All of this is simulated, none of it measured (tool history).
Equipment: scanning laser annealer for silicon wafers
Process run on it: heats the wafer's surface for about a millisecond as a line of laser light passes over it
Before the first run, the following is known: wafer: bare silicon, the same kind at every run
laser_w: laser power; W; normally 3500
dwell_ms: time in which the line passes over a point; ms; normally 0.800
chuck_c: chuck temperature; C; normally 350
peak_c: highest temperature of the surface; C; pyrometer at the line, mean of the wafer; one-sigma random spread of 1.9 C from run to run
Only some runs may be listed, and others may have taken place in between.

{"run": 1, "day": 0.0, "laser_w": 3500, "dwell_ms": 0.8, "chuck_c": 350, "peak_c": 1111}
{"run": 2, "day": 0.458, "laser_w": 3500, "dwell_ms": 0.8, "chuck_c": 350, "peak_c": 1113}
{"run": 3, "day": 0.896, "laser_w": 3500, "dwell_ms": 0.8, "chuck_c": 350, "peak_c": 1112}
{"run": 4, "day": 1.2, "laser_w": 3500, "dwell_ms": 0.8, "chuck_c": 345, "peak_c": 1104}
{"run": 5, "day": 1.558, "laser_w": 3500, "dwell_ms": 0.8, "chuck_c": 345, "peak_c": 1105}
{"run": 6, "day": 2.25, "laser_w": 3500, "dwell_ms": 0.8, "chuck_c": 345, "peak_c": 1103}
{"run": 7, "day": 2.942, "laser_w": 3500, "dwell_ms": 0.8, "chuck_c": 345, "peak_c": 1102}
{"run": 8, "day": 3.671, "laser_w": 3500, "dwell_ms": 0.8, "chuck_c": 350, "peak_c": 1110}
{"run": 9, "day": 3.988, "laser_w": 3500, "dwell_ms": 0.974, "chuck_c": 350, "peak_c": 1206}
{"run": 10, "day": 4.696, "laser_w": 3500, "dwell_ms": 0.974, "chuck_c": 350, "peak_c": 1205}
{"run": 11, "day": 5.154, "laser_w": 3500, "dwell_ms": 0.8, "chuck_c": 350, "peak_c": 1109}
{"run": 12, "day": 5.796, "laser_w": 3500, "dwell_ms": 0.8, "chuck_c": 350, "peak_c": 1112}
{"run": 13, "day": 6.462, "laser_w": 3500, "dwell_ms": 0.8, "chuck_c": 350, "peak_c": 1109}
{"run": 14, "day": 7.183, "laser_w": 3500, "dwell_ms": 0.8, "chuck_c": 350, "peak_c": 1108}
{"run": 15, "day": 7.588, "laser_w": 3500, "dwell_ms": 0.8, "chuck_c": 350, "peak_c": 1107}
{"run": 16, "day": 8.138, "laser_w": 3500, "dwell_ms": 0.8, "chuck_c": 350, "peak_c": 1110}
{"run": 17, "day": 8.588, "laser_w": 3119, "dwell_ms": 0.8, "chuck_c": 350, "peak_c": 1003}
{"run": 18, "day": 9.196, "laser_w": 3500, "dwell_ms": 0.8, "chuck_c": 350, "peak_c": 1108}
{"run": 19, "day": 9.512, "laser_w": 3500, "dwell_ms": 0.8, "chuck_c": 350, "peak_c": 1106}
{"run": 20, "day": 10.1, "laser_w": 3500, "dwell_ms": 0.8, "chuck_c": 323, "peak_c": 1081}
{"run": 21, "day": 10.592, "laser_w": 3540, "dwell_ms": 0.8, "chuck_c": 384, "peak_c": 1149}
{"run": 22, "day": 11.304, "laser_w": 3540, "dwell_ms": 0.8, "chuck_c": 384, "peak_c": 1153}
{"run": 23, "day": 11.888, "laser_w": 3540, "dwell_ms": 0.8, "chuck_c": 384, "peak_c": 1154}
{"run": 24, "day": 12.588, "laser_w": 3540, "dwell_ms": 0.8, "chuck_c": 384, "peak_c": 1149}
{"run": 25, "day": 13.029, "laser_w": 2981, "dwell_ms": 0.62, "chuck_c": 377, "peak_c": 898}
{"run": 26, "day": 13.525, "laser_w": 3731, "dwell_ms": 0.876, "chuck_c": 327, "peak_c": 1193}
{"run": 27, "day": 13.958, "laser_w": 3731, "dwell_ms": 0.876, "chuck_c": 327, "peak_c": 1196}
{"run": 28, "day": 14.412, "laser_w": 3073, "dwell_ms": 0.78, "chuck_c": 378, "peak_c": 1007}
{"run": 29, "day": 14.971, "laser_w": 3500, "dwell_ms": 0.8, "chuck_c": 359, "peak_c": 1116}
{"run": 30, "day": 15.638, "laser_w": 3500, "dwell_ms": 0.8, "chuck_c": 359, "peak_c": 1113}
{"run": 31, "day": 16.029, "laser_w": 3318, "dwell_ms": 0.695, "chuck_c": 339, "peak_c": 985}
{"run": 32, "day": 16.533, "laser_w": 3530, "dwell_ms": 0.8, "chuck_c": 364, "peak_c": 1125}
{"run": 33, "day": 16.946, "laser_w": 3530, "dwell_ms": 0.8, "chuck_c": 364, "peak_c": 1126}
{"run": 34, "day": 17.288, "laser_w": 3500, "dwell_ms": 0.834, "chuck_c": 389, "peak_c": 1159}
{"run": 35, "day": 17.658, "laser_w": 3500, "dwell_ms": 0.834, "chuck_c": 378, "peak_c": 1148}
{"run": 36, "day": 18.138, "laser_w": 3605, "dwell_ms": 0.8, "chuck_c": 385, "peak_c": 1167}
{"run": 37, "day": 18.783, "laser_w": 3766, "dwell_ms": 0.8, "chuck_c": 337, "peak_c": 1163}
{"run": 38, "day": 19.104, "laser_w": 3255, "dwell_ms": 0.66, "chuck_c": 375, "peak_c": 988}
{"run": 39, "day": 19.483, "laser_w": 3822, "dwell_ms": 0.655, "chuck_c": 375, "peak_c": 1122}
{"run": 40, "day": 19.8, "laser_w": 3028, "dwell_ms": 0.978, "chuck_c": 382, "peak_c": 1083}

5 ways to go on from here, each from the tool as it stands after run 40. What would each give?
{"run": "A", "day": 20.196, "laser_w": 2995, "dwell_ms": 0.757, "chuck_c": 390, "peak_c": "?"}
{"run": "B", "day": 20.196, "laser_w": 3028, "dwell_ms": 0.652, "chuck_c": 332, "peak_c": "?"}
{"run": "C", "day": 20.196, "laser_w": 3028, "dwell_ms": 0.779, "chuck_c": 382, "peak_c": "?"}
{"run": "D", "day": 20.196, "laser_w": 3637, "dwell_ms": 0.978, "chuck_c": 382, "peak_c": "?"}
{"run": "E", "day": 20.196, "laser_w": 3286, "dwell_ms": 0.703, "chuck_c": 318, "peak_c": "?"}

run=A peak_c=981
run=B peak_c=885
run=C peak_c=993
run=D peak_c=1274
run=E peak_c=956
Had the tool no hidden state, the same runs would have come out as:
run=A peak_c=1016
run=B peak_c=918
run=C peak_c=1029
run=D peak_c=1327
run=E peak_c=994

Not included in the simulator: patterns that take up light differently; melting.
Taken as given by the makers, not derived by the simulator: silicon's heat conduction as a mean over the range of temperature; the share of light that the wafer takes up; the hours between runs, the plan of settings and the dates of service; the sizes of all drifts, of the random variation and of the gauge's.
